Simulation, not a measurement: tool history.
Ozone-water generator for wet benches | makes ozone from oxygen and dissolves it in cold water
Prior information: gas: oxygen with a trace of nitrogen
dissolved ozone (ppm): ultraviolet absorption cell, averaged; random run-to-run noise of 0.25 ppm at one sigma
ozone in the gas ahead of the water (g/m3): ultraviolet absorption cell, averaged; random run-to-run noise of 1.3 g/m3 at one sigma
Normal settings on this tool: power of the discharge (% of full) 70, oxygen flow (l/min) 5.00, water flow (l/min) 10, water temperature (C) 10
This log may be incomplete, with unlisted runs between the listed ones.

run	hour	power of the discharge (% of full)	oxygen flow (l/min)	water flow (l/min)	water temperature (C)	dissolved ozone (ppm)	ozone in the gas ahead of the water (g/m3)
1	0.0	70	5.00	10	10	36.6	232.6
2	35.0	70	5.00	7	10	47.7	234.1
3	71.4	70	5.00	7	10	47.7	232.0
4	129.5	70	5.00	7	10	48.1	231.5
5	181.4	70	5.00	7	10	47.9	232.2
6	224.3	71	5.00	10	10	36.9	235.4
7	255.0	70	5.00	10	10	36.3	230.9
8	317.6	70	5.00	10	10	36.4	234.6
9	379.3	70	5.00	10	10	36.4	230.9
10	417.2	70	5.00	10	10	36.2	232.6
11	469.2	70	5.00	10	13	34.4	229.5
12	507.2	70	5.00	10	13	34.1	232.5
13	568.5	70	5.00	10	13	34.4	229.5
14	605.5	54	8.11	10	10	25.4	131.8
15	646.4	54	8.11	10	10	25.6	132.7
16	700.6	54	5.70	14	16	18.8	171.1
17	732.5	54	5.70	14	16	18.9	169.3
18	774.8	54	5.70	14	16	19.1	169.6
19	848.4	54	5.70	14	16	18.8	169.4
20	917.4	54	5.70	14	16	18.5	168.8
21	961.6	53	7.37	10	10	25.3	140.1

Put back what was entered between runs (2 entries, withheld): which listed runs does each sit between, and how does the hidden state differ from the listed run before to the listed run after?
Logged between run 8 and run 9: water thermometer calibrated (hour 338.7)
  yield of the discharge, % of new electrodes': 100.4 -> 100.3; contactor's efficiency, % of a clean one's: 94.6 -> 94.5; true water temperature over the reading, C: 0.3 -> 0.43
  measured value less the no-hidden-state value, dissolved ozone (ppm): -1.1 -> -1.2; ozone in the gas ahead of the water (g/m3): +0.9 -> +0.7
Logged between run 12 and run 13: water thermometer calibrated, once more (hour 517.6)
  yield of the discharge, % of new electrodes': 100 -> 99.9; contactor's efficiency, % of a clean one's: 94.4 -> 94.3; true water temperature over the reading, C: 0.44 -> -0.01
  measured value less the no-hidden-state value, dissolved ozone (ppm): -1.3 -> -1.1; ozone in the gas ahead of the water (g/m3): +0.1 -> -0.2
